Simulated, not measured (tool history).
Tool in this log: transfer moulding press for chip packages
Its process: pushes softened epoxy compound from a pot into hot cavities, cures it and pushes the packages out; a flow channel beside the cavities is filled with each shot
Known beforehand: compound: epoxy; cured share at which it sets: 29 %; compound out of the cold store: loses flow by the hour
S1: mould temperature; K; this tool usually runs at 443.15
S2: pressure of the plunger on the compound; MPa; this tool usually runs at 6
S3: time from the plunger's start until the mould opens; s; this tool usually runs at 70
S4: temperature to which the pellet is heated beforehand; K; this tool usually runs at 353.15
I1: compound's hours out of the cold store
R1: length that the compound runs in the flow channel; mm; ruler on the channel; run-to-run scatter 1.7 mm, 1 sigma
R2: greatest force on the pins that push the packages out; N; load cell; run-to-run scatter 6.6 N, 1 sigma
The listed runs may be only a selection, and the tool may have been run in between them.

| run | hour | S1 | S2 | S3 | S4 | I1 | R1 | R2 |
|---|---|---|---|---|---|---|---|---|
| 1 | 0 | 443.15 | 6 | 70 | 353.15 | 21.4 | 568 | 516 |
|  | 17.8 | cavities cleaned with cleaning compound and waxed |
|  | 47.3 | plunger's sealing rings changed |
| 2 | 60.9 | 443.15 | 6 | 70 | 353.15 | 33.8 | 557 | 412 |
|  | 95.7 | cavities cleaned with cleaning compound and waxed |
| 3 | 152 | 443.15 | 6 | 70 | 353.15 | 47.1 | 507 | 461 |
|  | 170.2 | cavities cleaned with cleaning compound and waxed |
| 4 | 230.8 | 443.15 | 6 | 70 | 353.15 | 32.5 | 544 | 497 |
|  | 246.5 | cavities cleaned with cleaning compound and waxed |
| 5 | 313.7 | 443.15 | 6 | 70 | 353.15 | 27.6 | 553 | 512 |
|  | 321 | cavities cleaned with cleaning compound and waxed |
| 6 | 354.8 | 443.15 | 6 | 70 | 354.15 | 34.4 | 530 | 429 |
|  | 372.7 | plunger's sealing rings changed |
|  | 402.9 | cavities cleaned with cleaning compound and waxed |
| 7 | 444.2 | 442.15 | 6 | 70 | 353.15 | 47.8 | 508 | 464 |
|  | 480.1 | cavities cleaned with cleaning compound and waxed |
| 8 | 500.9 | 442.15 | 6 | 70 | 353.15 | 25.9 | 574 | 454 |
|  | 542.4 | mould's thermocouples calibrated |
|  | 556.1 | cavities cleaned with cleaning compound and waxed |
| 9 | 594.8 | 443.15 | 5.23 | 70 | 353.15 | 24.5 | 533 | 446 |
|  | 632.5 | cavities cleaned with cleaning compound and waxed |
| 10 | 671.3 | 443.15 | 5.23 | 70 | 353.15 | 37.9 | 484 | 434 |
|  | 706.5 | plunger's sealing rings changed |
|  | 716.6 | cavities cleaned with cleaning compound and waxed |
| 11 | 727.1 | 443.15 | 5.23 | 70 | 353.15 | 38.5 | 505 | 333 |
| 12 | 782.1 | 440.15 | 5.23 | 70 | 353.15 | 13.5 | 592 | 685 |
|  | 795 | cavities cleaned with cleaning compound and waxed |
| 13 | 835.9 | 440.15 | 5.23 | 70 | 353.15 | 8.5 | 605 | 649 |
|  | 871 | cavities cleaned with cleaning compound and waxed |
| 14 | 878.6 | 440.15 | 5.23 | 70 | 353.15 | 46.1 | 478 | 379 |
|  | 949.7 | cavities cleaned with cleaning compound and waxed |
| 15 | 953 | 446.15 | 7.33 | 70 | 353.15 | 27.2 | 606 | 259 |
| 16 | 996 | 446.15 | 7.33 | 70 | 353.15 | 42.3 | 554 | 363 |

For run 17, what comes out?
|  | 1027.6 | cavities cleaned with cleaning compound and waxed |
|  | 1035.9 | plunger's sealing rings changed |
| 17 | 1070 | 436.15 | 6 | 75 | 353.15 | 21 | ? | ? |

{"run 17": {"R1": 622, "R2": 709}}
Without the tool's hidden state the same run would have given R1 625 mm, R2 416 N.
